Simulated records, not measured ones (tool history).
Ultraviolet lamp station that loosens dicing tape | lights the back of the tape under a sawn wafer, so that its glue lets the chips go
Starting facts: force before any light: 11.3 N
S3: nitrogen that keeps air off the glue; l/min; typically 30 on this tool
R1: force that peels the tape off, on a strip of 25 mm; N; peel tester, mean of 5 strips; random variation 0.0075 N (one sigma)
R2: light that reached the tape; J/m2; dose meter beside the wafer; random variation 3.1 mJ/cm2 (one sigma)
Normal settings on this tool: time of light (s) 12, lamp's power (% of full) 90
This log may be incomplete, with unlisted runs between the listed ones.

{"run": 1, "day": 0.0, "time of light (s)": 12, "lamp's power (% of full)": 90, "S3": 30, "R1": 0.555, "R2": 3270}
{"run": 2, "day": 1.808, "time of light (s)": 12, "lamp's power (% of full)": 90, "S3": 30, "R1": 0.65, "R2": 3170}
{"run": 3, "day": 3.229, "time of light (s)": 12, "lamp's power (% of full)": 90, "S3": 30, "R1": 0.663, "R2": 3080}
{"run": 4, "day": 5.217, "time of light (s)": 12, "lamp's power (% of full)": 90, "S3": 30, "R1": 0.356, "R2": 4100}
{"run": 5, "day": 7.25, "time of light (s)": 12, "lamp's power (% of full)": 90, "S3": 24, "R1": 0.402, "R2": 4040}
{"run": 6, "day": 9.658, "time of light (s)": 12, "lamp's power (% of full)": 74, "S3": 30, "R1": 0.433, "R2": 3710}
{"run": 7, "day": 10.95, "time of light (s)": 12, "lamp's power (% of full)": 74, "S3": 30, "R1": 0.454, "R2": 3650}
{"run": 8, "day": 12.35, "time of light (s)": 12, "lamp's power (% of full)": 74, "S3": 30, "R1": 0.459, "R2": 3620}
{"run": 9, "day": 14.258, "time of light (s)": 12, "lamp's power (% of full)": 90, "S3": 30, "R1": 0.313, "R2": 4340}
{"run": 10, "day": 15.454, "time of light (s)": 12, "lamp's power (% of full)": 90, "S3": 30, "R1": 0.324, "R2": 4260}
{"run": 11, "day": 17.567, "time of light (s)": 12, "lamp's power (% of full)": 90, "S3": 30, "R1": 0.329, "R2": 4310}
{"run": 12, "day": 19.688, "time of light (s)": 12, "lamp's power (% of full)": 90, "S3": 38, "R1": 0.312, "R2": 4100}
{"run": 13, "day": 22.212, "time of light (s)": 12, "lamp's power (% of full)": 90, "S3": 38, "R1": 0.33, "R2": 4090}
{"run": 14, "day": 23.454, "time of light (s)": 12, "lamp's power (% of full)": 90, "S3": 38, "R1": 0.331, "R2": 4100}
{"run": 15, "day": 25.542, "time of light (s)": 12, "lamp's power (% of full)": 90, "S3": 30, "R1": 0.374, "R2": 3990}
{"run": 16, "day": 26.988, "time of light (s)": 12, "lamp's power (% of full)": 74, "S3": 30, "R1": 0.587, "R2": 3270}
{"run": 17, "day": 29.283, "time of light (s)": 12, "lamp's power (% of full)": 90, "S3": 30, "R1": 0.384, "R2": 3900}
{"run": 18, "day": 32.112, "time of light (s)": 12, "lamp's power (% of full)": 90, "S3": 43, "R1": 0.36, "R2": 3800}
{"run": 19, "day": 33.475, "time of light (s)": 12, "lamp's power (% of full)": 90, "S3": 43, "R1": 0.36, "R2": 3750}
{"run": 20, "day": 35.938, "time of light (s)": 16, "lamp's power (% of full)": 77, "S3": 11, "R1": 0.577, "R2": 4240}
{"run": 21, "day": 37.621, "time of light (s)": 7, "lamp's power (% of full)": 66, "S3": 15, "R1": 3.138, "R2": 1540}
{"run": 22, "day": 39.021, "time of light (s)": 15, "lamp's power (% of full)": 86, "S3": 21, "R1": 0.368, "R2": 4290}
{"run": 23, "day": 41.95, "time of light (s)": 11, "lamp's power (% of full)": 93, "S3": 30, "R1": 0.539, "R2": 3400}
{"run": 24, "day": 44.654, "time of light (s)": 11, "lamp's power (% of full)": 93, "S3": 30, "R1": 0.483, "R2": 3570}
{"run": 25, "day": 46.717, "time of light (s)": 8, "lamp's power (% of full)": 90, "S3": 26, "R1": 1.098, "R2": 2510}
{"run": 26, "day": 49.408, "time of light (s)": 12, "lamp's power (% of full)": 87, "S3": 19, "R1": 0.617, "R2": 3540}
{"run": 27, "day": 51.15, "time of light (s)": 22, "lamp's power (% of full)": 63, "S3": 11, "R1": 0.464, "R2": 4550}
{"run": 28, "day": 52.533, "time of light (s)": 16, "lamp's power (% of full)": 83, "S3": 25, "R1": 0.338, "R2": 4330}
{"run": 29, "day": 54.454, "time of light (s)": 14, "lamp's power (% of full)": 60, "S3": 25, "R1": 0.969, "R2": 2700}
{"run": 30, "day": 56.692, "time of light (s)": 14, "lamp's power (% of full)": 60, "S3": 25, "R1": 0.988, "R2": 2660}
{"run": 31, "day": 58.85, "time of light (s)": 12, "lamp's power (% of full)": 74, "S3": 25, "R1": 0.965, "R2": 2800}
{"run": 32, "day": 61.571, "time of light (s)": 14, "lamp's power (% of full)": 90, "S3": 21, "R1": 0.493, "R2": 3800}
{"run": 33, "day": 62.817, "time of light (s)": 14, "lamp's power (% of full)": 90, "S3": 21, "R1": 0.481, "R2": 3840}
{"run": 34, "day": 65.304, "time of light (s)": 14, "lamp's power (% of full)": 90, "S3": 21, "R1": 0.531, "R2": 3700}
{"run": 35, "day": 67.554, "time of light (s)": 18, "lamp's power (% of full)": 70, "S3": 30, "R1": 0.244, "R2": 5130}
{"run": 36, "day": 70.479, "time of light (s)": 16, "lamp's power (% of full)": 69, "S3": 12, "R1": 0.506, "R2": 4400}
{"run": 37, "day": 71.854, "time of light (s)": 18, "lamp's power (% of full)": 90, "S3": 13, "R1": 0.234, "R2": 6370}
{"run": 38, "day": 73.329, "time of light (s)": 12, "lamp's power (% of full)": 83, "S3": 30, "R1": 0.405, "R2": 3850}

Removed from this log: 5 entries logged between the listed runs. Between which two listed runs does each belong, and how does the tool's hidden state at the listed run before it compare with that at the listed run after it?
After run 1, before run 2: window cleaned of glue's vapour (day 1.279)
  lamp's light, % of a new lamp's: 75.7 -> 75; light that the window lets through, % of a clean one's: 92.7 -> 89.2
  the result without the hidden state subtracted from the measured one, R1: +0.296 -> +0.370 N; R2: -1400 -> -1550 J/m2
After run 3, before run 4: lamp changed (day 4.367)
  lamp's light, % of a new lamp's: 74.3 -> 98.8; light that the window lets through, % of a clean one's: 88.9 -> 88.5
  the result without the hidden state subtracted from the measured one, R1: +0.390 -> +0.080 N; R2: -1590 -> -590 J/m2
After run 5, before run 6: window cleaned of glue's vapour, once more (day 7.525)
  lamp's light, % of a new lamp's: 98 -> 96.9; light that the window lets through, % of a clean one's: 88 -> 98.9
  the result without the hidden state subtracted from the measured one, R1: +0.106 -> +0.040 N; R2: -650 -> -160 J/m2
After run 23, before run 24: window cleaned of glue's vapour (day 42.508)
  lamp's light, % of a new lamp's: 82.5 -> 81.4; light that the window lets through, % of a clean one's: 92 -> 99.1
  the result without the hidden state subtracted from the measured one, R1: +0.239 -> +0.174 N; R2: -1070 -> -850 J/m2
After run 34, before run 35: lamp changed (day 65.742)
  lamp's light, % of a new lamp's: 71.9 -> 98.7; light that the window lets through, % of a clean one's: 94.7 -> 94.2
  the result without the hidden state subtracted from the measured one, R1: +0.284 -> +0.020 N; R2: -1730 -> -380 J/m2
